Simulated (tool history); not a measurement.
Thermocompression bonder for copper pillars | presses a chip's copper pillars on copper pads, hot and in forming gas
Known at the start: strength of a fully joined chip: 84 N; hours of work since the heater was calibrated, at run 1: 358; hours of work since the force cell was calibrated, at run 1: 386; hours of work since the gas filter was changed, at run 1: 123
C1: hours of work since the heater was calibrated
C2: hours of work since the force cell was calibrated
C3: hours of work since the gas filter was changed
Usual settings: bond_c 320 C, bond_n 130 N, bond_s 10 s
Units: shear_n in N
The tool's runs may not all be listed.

run 1 day=0.000 | bond_c=320 bond_n=130 bond_s=10 | C1=358 C2=386 C3=123 | shear_n=38.4
run 2 day=2.571 | bond_c=320 bond_n=141 bond_s=10 | C1=387 C2=415 C3=152 | shear_n=41.8
run 3 day=4.179 | bond_c=320 bond_n=141 bond_s=10 | C1=405 C2=433 C3=170 | shear_n=41.9
-- day=4.879 forming gas filter changed
run 4 day=6.929 | bond_c=320 bond_n=130 bond_s=10 | C1=436 C2=464 C3=23 | shear_n=39.0
run 5 day=9.308 | bond_c=320 bond_n=130 bond_s=10 | C1=463 C2=491 C3=50 | shear_n=38.8
run 6 day=10.738 | bond_c=320 bond_n=130 bond_s=28 | C1=479 C2=507 C3=66 | shear_n=54.3
run 7 day=12.046 | bond_c=320 bond_n=130 bond_s=7 | C1=494 C2=522 C3=81 | shear_n=34.0
run 8 day=13.417 | bond_c=320 bond_n=173 bond_s=10 | C1=509 C2=537 C3=96 | shear_n=51.6
run 9 day=15.896 | bond_c=320 bond_n=173 bond_s=10 | C1=537 C2=565 C3=124 | shear_n=51.4
run 10 day=17.712 | bond_c=320 bond_n=173 bond_s=10 | C1=558 C2=586 C3=145 | shear_n=51.1
run 11 day=20.475 | bond_c=320 bond_n=173 bond_s=10 | C1=589 C2=617 C3=176 | shear_n=51.5
-- day=20.646 forming gas filter changed
run 12 day=22.904 | bond_c=320 bond_n=173 bond_s=10 | C1=616 C2=644 C3=26 | shear_n=51.5
run 13 day=24.158 | bond_c=320 bond_n=130 bond_s=10 | C1=630 C2=659 C3=40 | shear_n=39.2
run 14 day=26.650 | bond_c=320 bond_n=130 bond_s=10 | C1=659 C2=687 C3=68 | shear_n=38.9
run 15 day=29.442 | bond_c=320 bond_n=130 bond_s=10 | C1=690 C2=718 C3=99 | shear_n=38.9
run 16 day=30.642 | bond_c=320 bond_n=84 bond_s=10 | C1=704 C2=732 C3=113 | shear_n=23.5
run 17 day=32.517 | bond_c=320 bond_n=84 bond_s=10 | C1=725 C2=753 C3=134 | shear_n=23.5
run 18 day=34.771 | bond_c=320 bond_n=84 bond_s=10 | C1=750 C2=778 C3=159 | shear_n=23.6
-- day=36.533 forming gas filter changed
run 19 day=36.558 | bond_c=320 bond_n=84 bond_s=10 | C1=770 C2=798 C3=0 | shear_n=23.5
run 20 day=39.021 | bond_c=320 bond_n=84 bond_s=10 | C1=798 C2=826 C3=28 | shear_n=23.8
run 21 day=41.475 | bond_c=320 bond_n=84 bond_s=10 | C1=826 C2=854 C3=56 | shear_n=23.6
run 22 day=44.033 | bond_c=327 bond_n=84 bond_s=20 | C1=855 C2=883 C3=85 | shear_n=33.5
run 23 day=46.367 | bond_c=318 bond_n=158 bond_s=10 | C1=881 C2=909 C3=111 | shear_n=47.1
run 24 day=47.812 | bond_c=320 bond_n=100 bond_s=10 | C1=897 C2=925 C3=127 | shear_n=29.2
run 25 day=49.692 | bond_c=303 bond_n=185 bond_s=22 | C1=918 C2=947 C3=149 | shear_n=61.2
-- day=52.325 forming gas filter changed
run 26 day=52.325 | bond_c=301 bond_n=90 bond_s=16 | C1=948 C2=976 C3=0 | shear_n=26.0
run 27 day=54.700 | bond_c=301 bond_n=90 bond_s=16 | C1=975 C2=1003 C3=27 | shear_n=26.4
run 28 day=56.258 | bond_c=314 bond_n=149 bond_s=10 | C1=992 C2=1021 C3=44 | shear_n=43.2
run 29 day=59.038 | bond_c=314 bond_n=149 bond_s=10 | C1=1024 C2=1052 C3=76 | shear_n=43.6
run 30 day=61.250 | bond_c=314 bond_n=149 bond_s=10 | C1=1049 C2=1077 C3=101 | shear_n=43.4
run 31 day=62.800 | bond_c=297 bond_n=139 bond_s=9 | C1=1066 C2=1094 C3=118 | shear_n=33.5
run 32 day=65.508 | bond_c=320 bond_n=150 bond_s=5 | C1=1097 C2=1125 C3=149 | shear_n=35.8
run 33 day=67.929 | bond_c=320 bond_n=144 bond_s=12 | C1=1124 C2=1152 C3=176 | shear_n=46.8
-- day=68.083 forming gas filter changed
run 34 day=69.946 | bond_c=347 bond_n=144 bond_s=24 | C1=1147 C2=1175 C3=21 | shear_n=66.6
run 35 day=72.321 | bond_c=347 bond_n=160 bond_s=6 | C1=1174 C2=1202 C3=48 | shear_n=49.9
run 36 day=74.117 | bond_c=328 bond_n=89 bond_s=26 | C1=1194 C2=1222 C3=68 | shear_n=40.1
run 37 day=75.962 | bond_c=328 bond_n=89 bond_s=26 | C1=1215 C2=1243 C3=89 | shear_n=40.3
run 38 day=78.658 | bond_c=328 bond_n=150 bond_s=26 | C1=1245 C2=1273 C3=119 | shear_n=63.5

Measured less the same run without the tool's hidden state. The same run-to-run variation is in both; the gauge's scatter may not be:
The hidden state here: true temperature of the bond over the reading, C; force that reaches the chip, % of what is set; oxide that the forming gas leaves, % of the face; drift of the gauge itself on shear_n, %.
run=1 shear_n=+0.0
run=2 shear_n=+0.1
run=3 shear_n=+0.0
run=4 shear_n=+0.2
run=5 shear_n=+0.2
run=6 shear_n=+0.3
run=7 shear_n=+0.2
run=8 shear_n=+0.2
run=9 shear_n=+0.3
run=10 shear_n=+0.3
run=11 shear_n=+0.3
run=12 shear_n=+0.6
run=13 shear_n=+0.4
run=14 shear_n=+0.4
run=15 shear_n=+0.5
run=16 shear_n=+0.3
run=17 shear_n=+0.3
run=18 shear_n=+0.3
run=19 shear_n=+0.4
run=20 shear_n=+0.5
run=21 shear_n=+0.4
run=22 shear_n=+0.6
run=23 shear_n=+0.8
run=24 shear_n=+0.5
run=25 shear_n=+1.1
run=26 shear_n=+0.6
run=27 shear_n=+0.6
run=28 shear_n=+1.0
run=29 shear_n=+1.0
run=30 shear_n=+1.0
run=31 shear_n=+0.8
run=32 shear_n=+0.9
run=33 shear_n=+1.1
run=34 shear_n=+1.7
run=35 shear_n=+1.4
run=36 shear_n=+1.2
run=37 shear_n=+1.2
run=38 shear_n=+1.7

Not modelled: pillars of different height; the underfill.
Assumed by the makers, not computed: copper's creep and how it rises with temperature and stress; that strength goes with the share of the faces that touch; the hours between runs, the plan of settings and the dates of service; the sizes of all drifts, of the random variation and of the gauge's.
